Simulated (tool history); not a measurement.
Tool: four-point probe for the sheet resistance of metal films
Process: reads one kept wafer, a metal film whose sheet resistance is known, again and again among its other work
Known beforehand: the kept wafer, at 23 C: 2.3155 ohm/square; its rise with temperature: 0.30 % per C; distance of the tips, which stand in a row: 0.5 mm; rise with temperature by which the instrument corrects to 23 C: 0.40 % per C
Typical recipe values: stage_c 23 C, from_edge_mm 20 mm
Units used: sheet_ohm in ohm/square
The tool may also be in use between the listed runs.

run 1 day=0.000 | stage_c=23 from_edge_mm=20 | sheet_ohm=2.316270
run 2 day=2.325 | stage_c=23 from_edge_mm=20 | sheet_ohm=2.316798
run 3 day=3.783 | stage_c=23 from_edge_mm=20 | sheet_ohm=2.315466
run 4 day=5.708 | stage_c=23 from_edge_mm=20 | sheet_ohm=2.315631
run 5 day=8.288 | stage_c=31 from_edge_mm=20 | sheet_ohm=2.296667
run 6 day=11.304 | stage_c=23 from_edge_mm=7 | sheet_ohm=2.320770
run 7 day=13.571 | stage_c=23 from_edge_mm=7 | sheet_ohm=2.319611
run 8 day=16.704 | stage_c=23 from_edge_mm=20 | sheet_ohm=2.314461
run 9 day=19.296 | stage_c=24 from_edge_mm=20 | sheet_ohm=2.311506
run 10 day=22.617 | stage_c=23 from_edge_mm=20 | sheet_ohm=2.313800
run 11 day=24.017 | stage_c=19 from_edge_mm=20 | sheet_ohm=2.323209
run 12 day=26.575 | stage_c=19 from_edge_mm=20 | sheet_ohm=2.323754
-- day=28.112 stage's thermometer calibrated
run 13 day=29.104 | stage_c=19 from_edge_mm=20 | sheet_ohm=2.321568
run 14 day=32.438 | stage_c=19 from_edge_mm=20 | sheet_ohm=2.321054
run 15 day=35.488 | stage_c=19 from_edge_mm=20 | sheet_ohm=2.320899
run 16 day=37.188 | stage_c=23 from_edge_mm=4 | sheet_ohm=2.330395
run 17 day=40.117 | stage_c=32 from_edge_mm=20 | sheet_ohm=2.290369
run 18 day=42.912 | stage_c=23 from_edge_mm=20 | sheet_ohm=2.310518
run 19 day=44.412 | stage_c=23 from_edge_mm=20 | sheet_ohm=2.310766
run 20 day=46.521 | stage_c=23 from_edge_mm=20 | sheet_ohm=2.310341
run 21 day=48.554 | stage_c=23 from_edge_mm=20 | sheet_ohm=2.309683
run 22 day=50.883 | stage_c=24 from_edge_mm=20 | sheet_ohm=2.307486
run 23 day=53.325 | stage_c=21 from_edge_mm=20 | sheet_ohm=2.314290
run 24 day=56.408 | stage_c=23 from_edge_mm=4 | sheet_ohm=2.327626
run 25 day=57.879 | stage_c=28 from_edge_mm=4 | sheet_ohm=2.315692
run 26 day=60.479 | stage_c=24 from_edge_mm=7 | sheet_ohm=2.312263
run 27 day=62.029 | stage_c=26 from_edge_mm=13 | sheet_ohm=2.302898
run 28 day=63.471 | stage_c=26 from_edge_mm=13 | sheet_ohm=2.302334
run 29 day=64.846 | stage_c=27 from_edge_mm=6 | sheet_ohm=2.307348
run 30 day=67.308 | stage_c=23 from_edge_mm=55 | sheet_ohm=2.307295
run 31 day=69.392 | stage_c=25 from_edge_mm=49 | sheet_ohm=2.302700
run 32 day=70.988 | stage_c=25 from_edge_mm=49 | sheet_ohm=2.302558
run 33 day=74.175 | stage_c=25 from_edge_mm=3 | sheet_ohm=2.336149
run 34 day=76.008 | stage_c=25 from_edge_mm=3 | sheet_ohm=2.336228
run 35 day=79.033 | stage_c=33 from_edge_mm=11 | sheet_ohm=2.286470
run 36 day=81.812 | stage_c=33 from_edge_mm=11 | sheet_ohm=2.286363
run 37 day=83.925 | stage_c=26 from_edge_mm=3 | sheet_ohm=2.333690
run 38 day=86.417 | stage_c=26 from_edge_mm=22 | sheet_ohm=2.299430
run 39 day=88.642 | stage_c=22 from_edge_mm=28 | sheet_ohm=2.308432
run 40 day=90.338 | stage_c=33 from_edge_mm=6 | sheet_ohm=2.291205
run 41 day=93.262 | stage_c=33 from_edge_mm=6 | sheet_ohm=2.292097
run 42 day=96.233 | stage_c=33 from_edge_mm=6 | sheet_ohm=2.291466
run 43 day=98.142 | stage_c=23 from_edge_mm=34 | sheet_ohm=2.306123
run 44 day=100.167 | stage_c=21 from_edge_mm=13 | sheet_ohm=2.311813
run 45 day=101.675 | stage_c=20 from_edge_mm=38 | sheet_ohm=2.312442

What if the next run were any one of these 4? Each begins from the tool's condition after run 45:
run A day=103.038 | stage_c=20 from_edge_mm=48 | sheet_ohm=?
run B day=103.038 | stage_c=18 from_edge_mm=20 | sheet_ohm=?
run C day=103.038 | stage_c=20 from_edge_mm=45 | sheet_ohm=?
run D day=103.038 | stage_c=18 from_edge_mm=34 | sheet_ohm=?

run=A sheet_ohm=2.312456
run=B sheet_ohm=2.317073
run=C sheet_ohm=2.311925
run=D sheet_ohm=2.316995
With no hidden state in the tool, these same runs would have given:
run=A sheet_ohm=2.323271
run=B sheet_ohm=2.327903
run=C sheet_ohm=2.322738
run=D sheet_ohm=2.327824

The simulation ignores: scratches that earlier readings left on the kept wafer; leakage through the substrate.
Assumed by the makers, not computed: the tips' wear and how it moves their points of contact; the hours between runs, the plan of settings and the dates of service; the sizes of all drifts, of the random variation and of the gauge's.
